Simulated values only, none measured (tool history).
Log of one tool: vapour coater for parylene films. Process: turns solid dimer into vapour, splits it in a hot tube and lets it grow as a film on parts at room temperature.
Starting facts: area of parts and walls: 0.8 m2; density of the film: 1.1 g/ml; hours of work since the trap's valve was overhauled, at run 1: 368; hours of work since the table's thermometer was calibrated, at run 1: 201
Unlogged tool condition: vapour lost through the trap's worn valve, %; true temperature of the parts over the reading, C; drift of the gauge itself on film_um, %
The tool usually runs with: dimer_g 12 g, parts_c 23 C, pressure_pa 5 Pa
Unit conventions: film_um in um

run,day,dimer_g,parts_c,pressure_pa,hours of work since the trap's valve was overhauled,hours of work since the table's thermometer was calibrated,film_um
1,0,12,23,5,368,201,10.17
2,1.788,12,23,5,387,220,10.21
3,3.317,12,23,5,403,236,10.17
4,4.312,12,23,6.05,414,247,10.01
5,5.846,12,23,6.05,430,263,9.97
# day 6.054: table's thermometer calibrated
6,7.921,12,23,6.05,452,20,9.97
7,9.1,12,23,11.4,464,33,9.46
8,10.217,12,23,11.4,476,44,9.45
9,12.246,7,23,7.75,498,66,5.69
10,13.162,12,28,4.2,508,76,8.21
11,14.292,6,23,5,520,88,5.06

Below are 3 alternative next runs, each starting from the tool's condition after run 11. Predict each:
A,15.283,5,28,6.68,530,99,?
B,15.283,6,23,2.1,530,99,?
C,15.283,8,23,5,530,99,?

run,film_um
A,3.3
B,5.43
C,6.75
Stripped of hidden state, with their random variation kept, the same runs would have yielded:
run,film_um
A,3.42
B,5.63
C,6.99
